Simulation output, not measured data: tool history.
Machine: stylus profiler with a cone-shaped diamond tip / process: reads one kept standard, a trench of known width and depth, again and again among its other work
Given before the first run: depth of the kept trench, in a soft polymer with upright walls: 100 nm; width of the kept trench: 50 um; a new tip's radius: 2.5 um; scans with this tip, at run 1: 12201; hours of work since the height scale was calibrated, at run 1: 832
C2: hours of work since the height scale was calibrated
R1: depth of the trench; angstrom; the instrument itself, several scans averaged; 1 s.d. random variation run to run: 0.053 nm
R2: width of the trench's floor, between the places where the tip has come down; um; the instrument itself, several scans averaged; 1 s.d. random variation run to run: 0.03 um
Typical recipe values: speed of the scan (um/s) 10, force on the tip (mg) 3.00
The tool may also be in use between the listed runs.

{"run": 1, "hour": 0.0, "speed of the scan (um/s)": 10, "force on the tip (mg)": 3.0, "scans with this tip": 12201, "C2": 832, "R1": 1009.9, "R2": 48.23}
{"run": 2, "hour": 65.0, "speed of the scan (um/s)": 10, "force on the tip (mg)": 3.0, "scans with this tip": 12845, "C2": 876, "R1": 1008.4, "R2": 48.26}
{"run": 3, "hour": 119.0, "speed of the scan (um/s)": 10, "force on the tip (mg)": 3.0, "scans with this tip": 13380, "C2": 912, "R1": 1009.3, "R2": 48.2}
{"run": 4, "hour": 217.3, "speed of the scan (um/s)": 10, "force on the tip (mg)": 1.2, "scans with this tip": 14354, "C2": 979, "R1": 1002.0, "R2": 48.1}
{"run": 5, "hour": 278.2, "speed of the scan (um/s)": 10, "force on the tip (mg)": 1.2, "scans with this tip": 14956, "C2": 1020, "R1": 1003.1, "R2": 48.12}
{"run": 6, "hour": 382.4, "speed of the scan (um/s)": 10, "force on the tip (mg)": 1.2, "scans with this tip": 15989, "C2": 1090, "R1": 1001.9, "R2": 48.05}
{"run": 7, "hour": 448.7, "speed of the scan (um/s)": 10, "force on the tip (mg)": 1.2, "scans with this tip": 16645, "C2": 1135, "R1": 1001.6, "R2": 48.06}
{"run": 8, "hour": 517.7, "speed of the scan (um/s)": 5, "force on the tip (mg)": 3.0, "scans with this tip": 17329, "C2": 1182, "R1": 1007.1, "R2": 48.12}
{"run": 9, "hour": 564.8, "speed of the scan (um/s)": 5, "force on the tip (mg)": 3.0, "scans with this tip": 17795, "C2": 1213, "R1": 1008.0, "R2": 48.15}
{"run": 10, "hour": 662.7, "speed of the scan (um/s)": 5, "force on the tip (mg)": 1.12, "scans with this tip": 18765, "C2": 1280, "R1": 1000.7, "R2": 48.1}
{"run": 11, "hour": 731.4, "speed of the scan (um/s)": 5, "force on the tip (mg)": 1.12, "scans with this tip": 19445, "C2": 1326, "R1": 1000.7, "R2": 48.07}
{"run": 12, "hour": 776.1, "speed of the scan (um/s)": 5, "force on the tip (mg)": 1.12, "scans with this tip": 19889, "C2": 1356, "R1": 1000.4, "R2": 48.06}
{"run": 13, "hour": 852.5, "speed of the scan (um/s)": 5, "force on the tip (mg)": 1.12, "scans with this tip": 20645, "C2": 1408, "R1": 1000.6, "R2": 48.05}
{"run": 14, "hour": 943.9, "speed of the scan (um/s)": 5, "force on the tip (mg)": 1.12, "scans with this tip": 21550, "C2": 1470, "R1": 999.4, "R2": 48.03}
{"run": 15, "hour": 993.0, "speed of the scan (um/s)": 8, "force on the tip (mg)": 3.0, "scans with this tip": 22037, "C2": 1503, "R1": 1006.0, "R2": 48.02}
{"run": 16, "hour": 1091.5, "speed of the scan (um/s)": 4, "force on the tip (mg)": 6.21, "scans with this tip": 23012, "C2": 1569, "R1": 1013.9, "R2": 48.03}
{"run": 17, "hour": 1161.0, "speed of the scan (um/s)": 4, "force on the tip (mg)": 3.0, "scans with this tip": 23701, "C2": 1616, "R1": 1004.8, "R2": 48.01}
{"run": 18, "hour": 1231.9, "speed of the scan (um/s)": 4, "force on the tip (mg)": 3.0, "scans with this tip": 24403, "C2": 1664, "R1": 1004.5, "R2": 48.03}
{"run": 19, "hour": 1283.7, "speed of the scan (um/s)": 5, "force on the tip (mg)": 4.72, "scans with this tip": 24915, "C2": 1699, "R1": 1009.9, "R2": 47.98}
{"run": 20, "hour": 1355.4, "speed of the scan (um/s)": 9, "force on the tip (mg)": 4.72, "scans with this tip": 25626, "C2": 1747, "R1": 1009.7, "R2": 48.0}
{"run": 21, "hour": 1413.1, "speed of the scan (um/s)": 9, "force on the tip (mg)": 4.72, "scans with this tip": 26198, "C2": 1786, "R1": 1010.2, "R2": 47.92}
{"run": 22, "hour": 1495.6, "speed of the scan (um/s)": 9, "force on the tip (mg)": 4.72, "scans with this tip": 27014, "C2": 1842, "R1": 1009.7, "R2": 47.92}
{"run": 23, "hour": 1551.3, "speed of the scan (um/s)": 26, "force on the tip (mg)": 7.63, "scans with this tip": 27566, "C2": 1880, "R1": 1014.8, "R2": 47.87}
{"run": 24, "hour": 1612.3, "speed of the scan (um/s)": 11, "force on the tip (mg)": 1.42, "scans with this tip": 28170, "C2": 1921, "R1": 998.4, "R2": 47.9}
{"run": 25, "hour": 1705.9, "speed of the scan (um/s)": 7, "force on the tip (mg)": 1.04, "scans with this tip": 29098, "C2": 1984, "R1": 997.0, "R2": 47.84}
{"run": 26, "hour": 1804.5, "speed of the scan (um/s)": 4, "force on the tip (mg)": 5.75, "scans with this tip": 30075, "C2": 2051, "R1": 1010.7, "R2": 47.91}
{"run": 27, "hour": 1899.2, "speed of the scan (um/s)": 4, "force on the tip (mg)": 5.75, "scans with this tip": 31012, "C2": 2115, "R1": 1010.0, "R2": 47.81}
{"hour": 1953.9, "done": "new tip fitted, height scale calibrated"}
{"run": 28, "hour": 1969.3, "speed of the scan (um/s)": 28, "force on the tip (mg)": 6.26, "scans with this tip": 153, "C2": 10, "R1": 1022.7, "R2": 48.47}
{"run": 29, "hour": 2050.5, "speed of the scan (um/s)": 15, "force on the tip (mg)": 1.39, "scans with this tip": 957, "C2": 65, "R1": 1008.8, "R2": 48.41}

Branching from run 29: 5 alternative next runs. What would each branch give?
{"run": "A", "hour": 2112.4, "speed of the scan (um/s)": 2, "force on the tip (mg)": 1.72, "scans with this tip": 1570, "C2": 107, "R1": "?", "R2": "?"}
{"run": "B", "hour": 2112.4, "speed of the scan (um/s)": 10, "force on the tip (mg)": 2.24, "scans with this tip": 1570, "C2": 107, "R1": "?", "R2": "?"}
{"run": "C", "hour": 2112.4, "speed of the scan (um/s)": 9, "force on the tip (mg)": 1.17, "scans with this tip": 1570, "C2": 107, "R1": "?", "R2": "?"}
{"run": "D", "hour": 2112.4, "speed of the scan (um/s)": 6, "force on the tip (mg)": 1.39, "scans with this tip": 1570, "C2": 107, "R1": "?", "R2": "?"}
{"run": "E", "hour": 2112.4, "speed of the scan (um/s)": 29, "force on the tip (mg)": 2.44, "scans with this tip": 1570, "C2": 107, "R1": "?", "R2": "?"}

run=A R1=1009.1 R2=48.57
run=B R1=1010.3 R2=48.49
run=C R1=1006.4 R2=48.45
run=D R1=1008.0 R2=48.47
run=E R1=1011.9 R2=48.35
Take away the tool's hidden state, keep each run's random variation, and the runs would have read:
run=A R1=1009.3 R2=48.64
run=B R1=1010.5 R2=48.55
run=C R1=1006.6 R2=48.52
run=D R1=1008.2 R2=48.53
run=E R1=1012.1 R2=48.41
